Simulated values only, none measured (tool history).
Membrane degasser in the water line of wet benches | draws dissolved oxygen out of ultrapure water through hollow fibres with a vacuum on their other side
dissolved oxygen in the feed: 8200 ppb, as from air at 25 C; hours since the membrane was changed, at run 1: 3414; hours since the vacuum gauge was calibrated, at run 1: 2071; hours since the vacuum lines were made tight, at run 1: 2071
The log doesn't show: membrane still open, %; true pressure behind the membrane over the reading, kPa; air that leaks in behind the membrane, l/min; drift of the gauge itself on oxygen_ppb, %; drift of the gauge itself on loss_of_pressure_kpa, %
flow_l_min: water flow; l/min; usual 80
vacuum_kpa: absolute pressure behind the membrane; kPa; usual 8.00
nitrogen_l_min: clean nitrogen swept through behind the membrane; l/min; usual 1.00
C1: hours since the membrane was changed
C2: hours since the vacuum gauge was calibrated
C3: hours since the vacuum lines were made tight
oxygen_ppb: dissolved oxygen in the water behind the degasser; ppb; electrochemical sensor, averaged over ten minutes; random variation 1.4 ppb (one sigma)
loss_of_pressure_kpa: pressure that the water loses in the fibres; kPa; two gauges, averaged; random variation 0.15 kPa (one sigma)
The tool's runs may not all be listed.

{"run": 1, "hour": 0.0, "flow_l_min": 80, "vacuum_kpa": 8.0, "nitrogen_l_min": 1.0, "C1": 3414, "C2": 2071, "C3": 2071, "oxygen_ppb": 644.2, "loss_of_pressure_kpa": 31.97}
{"run": 2, "hour": 113.7, "flow_l_min": 80, "vacuum_kpa": 8.0, "nitrogen_l_min": 1.0, "C1": 3527, "C2": 2184, "C3": 2184, "oxygen_ppb": 644.9, "loss_of_pressure_kpa": 31.56}
{"run": 3, "hour": 356.0, "flow_l_min": 80, "vacuum_kpa": 8.0, "nitrogen_l_min": 1.0, "C1": 3770, "C2": 2427, "C3": 2427, "oxygen_ppb": 647.2, "loss_of_pressure_kpa": 31.82}
{"run": 4, "hour": 594.5, "flow_l_min": 80, "vacuum_kpa": 8.0, "nitrogen_l_min": 1.0, "C1": 4008, "C2": 2665, "C3": 2665, "oxygen_ppb": 646.1, "loss_of_pressure_kpa": 31.92}
{"run": 5, "hour": 845.7, "flow_l_min": 80, "vacuum_kpa": 8.0, "nitrogen_l_min": 1.0, "C1": 4259, "C2": 2916, "C3": 2916, "oxygen_ppb": 646.6, "loss_of_pressure_kpa": 31.89}
{"run": 6, "hour": 1092.0, "flow_l_min": 80, "vacuum_kpa": 8.0, "nitrogen_l_min": 1.0, "C1": 4506, "C2": 3163, "C3": 3163, "oxygen_ppb": 644.8, "loss_of_pressure_kpa": 31.72}
{"run": 7, "hour": 1349.5, "flow_l_min": 80, "vacuum_kpa": 8.0, "nitrogen_l_min": 0.65, "C1": 4763, "C2": 3420, "C3": 3420, "oxygen_ppb": 829.6, "loss_of_pressure_kpa": 31.92}
{"run": 8, "hour": 1576.9, "flow_l_min": 54, "vacuum_kpa": 8.0, "nitrogen_l_min": 1.0, "C1": 4991, "C2": 3648, "C3": 3648, "oxygen_ppb": 477.8, "loss_of_pressure_kpa": 21.73}
{"run": 9, "hour": 1804.7, "flow_l_min": 54, "vacuum_kpa": 8.0, "nitrogen_l_min": 1.0, "C1": 5218, "C2": 3875, "C3": 3875, "oxygen_ppb": 479.8, "loss_of_pressure_kpa": 21.33}
{"run": 10, "hour": 2039.2, "flow_l_min": 80, "vacuum_kpa": 6.6, "nitrogen_l_min": 1.0, "C1": 5453, "C2": 4110, "C3": 4110, "oxygen_ppb": 481.5, "loss_of_pressure_kpa": 32.01}
{"run": 11, "hour": 2193.9, "flow_l_min": 80, "vacuum_kpa": 6.6, "nitrogen_l_min": 1.0, "C1": 5608, "C2": 4265, "C3": 4265, "oxygen_ppb": 481.8, "loss_of_pressure_kpa": 32.1}
{"run": 12, "hour": 2380.7, "flow_l_min": 80, "vacuum_kpa": 4.87, "nitrogen_l_min": 1.0, "C1": 5794, "C2": 4451, "C3": 4451, "oxygen_ppb": 266.4, "loss_of_pressure_kpa": 32.21}
{"run": 13, "hour": 2490.7, "flow_l_min": 80, "vacuum_kpa": 8.0, "nitrogen_l_min": 1.0, "C1": 5904, "C2": 4561, "C3": 4561, "oxygen_ppb": 652.6, "loss_of_pressure_kpa": 32.09}
{"run": 14, "hour": 2602.7, "flow_l_min": 80, "vacuum_kpa": 8.0, "nitrogen_l_min": 1.0, "C1": 6016, "C2": 4673, "C3": 4673, "oxygen_ppb": 653.0, "loss_of_pressure_kpa": 31.77}
{"run": 15, "hour": 2757.8, "flow_l_min": 80, "vacuum_kpa": 8.0, "nitrogen_l_min": 1.0, "C1": 6171, "C2": 4828, "C3": 4828, "oxygen_ppb": 652.5, "loss_of_pressure_kpa": 32.34}
{"run": 16, "hour": 2985.8, "flow_l_min": 80, "vacuum_kpa": 8.0, "nitrogen_l_min": 1.0, "C1": 6399, "C2": 5056, "C3": 5056, "oxygen_ppb": 652.0, "loss_of_pressure_kpa": 32.33}
{"run": 17, "hour": 3214.6, "flow_l_min": 80, "vacuum_kpa": 8.0, "nitrogen_l_min": 1.0, "C1": 6628, "C2": 5285, "C3": 5285, "oxygen_ppb": 653.4, "loss_of_pressure_kpa": 31.9}
{"run": 18, "hour": 3322.1, "flow_l_min": 125, "vacuum_kpa": 4.9, "nitrogen_l_min": 1.0, "C1": 6736, "C2": 5393, "C3": 5393, "oxygen_ppb": 446.7, "loss_of_pressure_kpa": 50.11}
{"run": 19, "hour": 3427.0, "flow_l_min": 65, "vacuum_kpa": 6.24, "nitrogen_l_min": 1.0, "C1": 6841, "C2": 5498, "C3": 5498, "oxygen_ppb": 370.0, "loss_of_pressure_kpa": 26.23}
{"run": 20, "hour": 3587.1, "flow_l_min": 123, "vacuum_kpa": 6.24, "nitrogen_l_min": 2.73, "C1": 7001, "C2": 5658, "C3": 5658, "oxygen_ppb": 400.3, "loss_of_pressure_kpa": 49.39}
{"run": 21, "hour": 3808.7, "flow_l_min": 48, "vacuum_kpa": 17.4, "nitrogen_l_min": 0.66, "C1": 7222, "C2": 5879, "C3": 5879, "oxygen_ppb": 1548.0, "loss_of_pressure_kpa": 19.38}
{"run": 22, "hour": 3993.1, "flow_l_min": 48, "vacuum_kpa": 17.4, "nitrogen_l_min": 1.91, "C1": 7407, "C2": 6064, "C3": 6064, "oxygen_ppb": 726.1, "loss_of_pressure_kpa": 19.25}

The next listed run, before its measurement:
{"hour": 4040.8, "done": "vacuum gauge calibrated"}
{"run": 23, "hour": 4164.5, "flow_l_min": 48, "vacuum_kpa": 17.4, "nitrogen_l_min": 1.91, "C1": 7578, "C2": 124, "C3": 6235, "oxygen_ppb": "?", "loss_of_pressure_kpa": "?"}

Run 23 gave oxygen_ppb 720.4 ppb, loss_of_pressure_kpa 19.28 kPa.
Without the tool's hidden state the same run would have given oxygen_ppb 718.7 ppb, loss_of_pressure_kpa 18.58 kPa.

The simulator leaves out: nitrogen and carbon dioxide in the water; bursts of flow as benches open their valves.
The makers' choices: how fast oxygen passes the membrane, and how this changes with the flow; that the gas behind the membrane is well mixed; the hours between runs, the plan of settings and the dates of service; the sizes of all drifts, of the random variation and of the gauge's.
